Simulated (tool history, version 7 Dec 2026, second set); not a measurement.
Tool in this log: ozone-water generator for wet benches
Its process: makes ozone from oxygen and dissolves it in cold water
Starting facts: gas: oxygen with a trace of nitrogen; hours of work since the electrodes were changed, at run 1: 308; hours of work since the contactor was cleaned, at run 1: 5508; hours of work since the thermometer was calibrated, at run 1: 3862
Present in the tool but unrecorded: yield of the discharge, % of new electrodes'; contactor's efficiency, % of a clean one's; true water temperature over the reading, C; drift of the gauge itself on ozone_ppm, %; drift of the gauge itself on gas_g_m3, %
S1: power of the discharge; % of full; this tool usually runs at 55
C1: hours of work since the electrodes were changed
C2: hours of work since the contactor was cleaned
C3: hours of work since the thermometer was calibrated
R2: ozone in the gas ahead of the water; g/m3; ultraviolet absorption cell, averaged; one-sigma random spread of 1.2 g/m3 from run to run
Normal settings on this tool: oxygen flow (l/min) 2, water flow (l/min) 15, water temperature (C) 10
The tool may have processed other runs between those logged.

run 1 hour=0 | S1=55 oxygen_flow_(l/min)=2 water_flow_(l/min)=15 water_temperature_(C)=10 | C1=308 C2=5508 C3=3862 | dissolved_ozone_(ppm)=18.1 R2=211.1
run 2 hour=50.6 | S1=55 oxygen_flow_(l/min)=1.43 water_flow_(l/min)=15 water_temperature_(C)=10 | C1=353 C2=5552 C3=3907 | dissolved_ozone_(ppm)=16.3 R2=244.3
run 3 hour=91.8 | S1=46 oxygen_flow_(l/min)=1.43 water_flow_(l/min)=15 water_temperature_(C)=10 | C1=389 C2=5589 C3=3943 | dissolved_ozone_(ppm)=14.5 R2=220.8
run 4 hour=135.2 | S1=62 oxygen_flow_(l/min)=1.43 water_flow_(l/min)=15 water_temperature_(C)=10 | C1=427 C2=5627 C3=3982 | dissolved_ozone_(ppm)=17.6 R2=267.2
run 5 hour=166.9 | S1=55 oxygen_flow_(l/min)=2 water_flow_(l/min)=15 water_temperature_(C)=9 | C1=455 C2=5655 C3=4010 | dissolved_ozone_(ppm)=18.3 R2=209.6
run 6 hour=213.2 | S1=55 oxygen_flow_(l/min)=2 water_flow_(l/min)=15 water_temperature_(C)=9 | C1=496 C2=5696 C3=4051 | dissolved_ozone_(ppm)=18.3 R2=209.7
run 7 hour=239.1 | S1=55 oxygen_flow_(l/min)=2 water_flow_(l/min)=11 water_temperature_(C)=10 | C1=519 C2=5719 C3=4074 | dissolved_ozone_(ppm)=23.9 R2=210.8
run 8 hour=266.1 | S1=55 oxygen_flow_(l/min)=2.09 water_flow_(l/min)=15 water_temperature_(C)=10 | C1=543 C2=5743 C3=4097 | dissolved_ozone_(ppm)=18.5 R2=207
run 9 hour=301.9 | S1=55 oxygen_flow_(l/min)=2 water_flow_(l/min)=15 water_temperature_(C)=10 | C1=574 C2=5774 C3=4129 | dissolved_ozone_(ppm)=18.3 R2=210.1
run 10 hour=342.9 | S1=55 oxygen_flow_(l/min)=2 water_flow_(l/min)=15 water_temperature_(C)=10 | C1=611 C2=5810 C3=4165 | dissolved_ozone_(ppm)=18.2 R2=208.5
run 11 hour=375 | S1=55 oxygen_flow_(l/min)=2 water_flow_(l/min)=15 water_temperature_(C)=10 | C1=639 C2=5839 C3=4194 | dissolved_ozone_(ppm)=18.4 R2=210.1
run 12 hour=426.4 | S1=75 oxygen_flow_(l/min)=1.02 water_flow_(l/min)=10 water_temperature_(C)=9 | C1=684 C2=5884 C3=4239 | dissolved_ozone_(ppm)=26.3 R2=350.3
run 13 hour=473.7 | S1=59 oxygen_flow_(l/min)=1.02 water_flow_(l/min)=10 water_temperature_(C)=9 | C1=726 C2=5926 C3=4281 | dissolved_ozone_(ppm)=22.5 R2=301
run 14 hour=500.1 | S1=78 oxygen_flow_(l/min)=3.47 water_flow_(l/min)=15 water_temperature_(C)=12 | C1=750 C2=5949 C3=4304 | dissolved_ozone_(ppm)=25.3 R2=203.9
run 15 hour=546.5 | S1=55 oxygen_flow_(l/min)=2.58 water_flow_(l/min)=15 water_temperature_(C)=9 | C1=790 C2=5990 C3=4345 | dissolved_ozone_(ppm)=19.8 R2=187.9
run 16 hour=588.1 | S1=55 oxygen_flow_(l/min)=2 water_flow_(l/min)=15 water_temperature_(C)=16 | C1=827 C2=6027 C3=4382 | dissolved_ozone_(ppm)=17.4 R2=209.5
run 17 hour=634.5 | S1=55 oxygen_flow_(l/min)=1.15 water_flow_(l/min)=18 water_temperature_(C)=10 | C1=868 C2=6068 C3=4423 | dissolved_ozone_(ppm)=12.4 R2=270.8
run 18 hour=666.4 | S1=55 oxygen_flow_(l/min)=2 water_flow_(l/min)=15 water_temperature_(C)=10 | C1=896 C2=6096 C3=4451 | dissolved_ozone_(ppm)=18.2 R2=210.4
run 19 hour=690.1 | S1=55 oxygen_flow_(l/min)=3.3 water_flow_(l/min)=12 water_temperature_(C)=10 | C1=917 C2=6117 C3=4472 | dissolved_ozone_(ppm)=24.8 R2=166.8
run 20 hour=736.1 | S1=64 oxygen_flow_(l/min)=1.04 water_flow_(l/min)=16 water_temperature_(C)=8 | C1=958 C2=6158 C3=4512 | dissolved_ozone_(ppm)=15 R2=309.8

3 ways to go on from here, each from the tool as it stands after run 20. What would each give?
run A hour=782.9 | S1=56 oxygen_flow_(l/min)=1.17 water_flow_(l/min)=15 water_temperature_(C)=10 | C1=999 C2=6199 C3=4554 | dissolved_ozone_(ppm)=? R2=?
run B hour=782.9 | S1=55 oxygen_flow_(l/min)=2 water_flow_(l/min)=23 water_temperature_(C)=10 | C1=999 C2=6199 C3=4554 | dissolved_ozone_(ppm)=? R2=?
run C hour=782.9 | S1=41 oxygen_flow_(l/min)=1.04 water_flow_(l/min)=18 water_temperature_(C)=5 | C1=999 C2=6199 C3=4554 | dissolved_ozone_(ppm)=? R2=?

run=A dissolved_ozone_(ppm)=15.2 R2=271.7
run=B dissolved_ozone_(ppm)=11.9 R2=210.4
run=C dissolved_ozone_(ppm)=10.1 R2=235.5
Stripped of hidden state, with their random variation kept, the same runs would have yielded:
run=A dissolved_ozone_(ppm)=15.2 R2=271.8
run=B dissolved_ozone_(ppm)=11.9 R2=210.5
run=C dissolved_ozone_(ppm)=10.1 R2=235.6

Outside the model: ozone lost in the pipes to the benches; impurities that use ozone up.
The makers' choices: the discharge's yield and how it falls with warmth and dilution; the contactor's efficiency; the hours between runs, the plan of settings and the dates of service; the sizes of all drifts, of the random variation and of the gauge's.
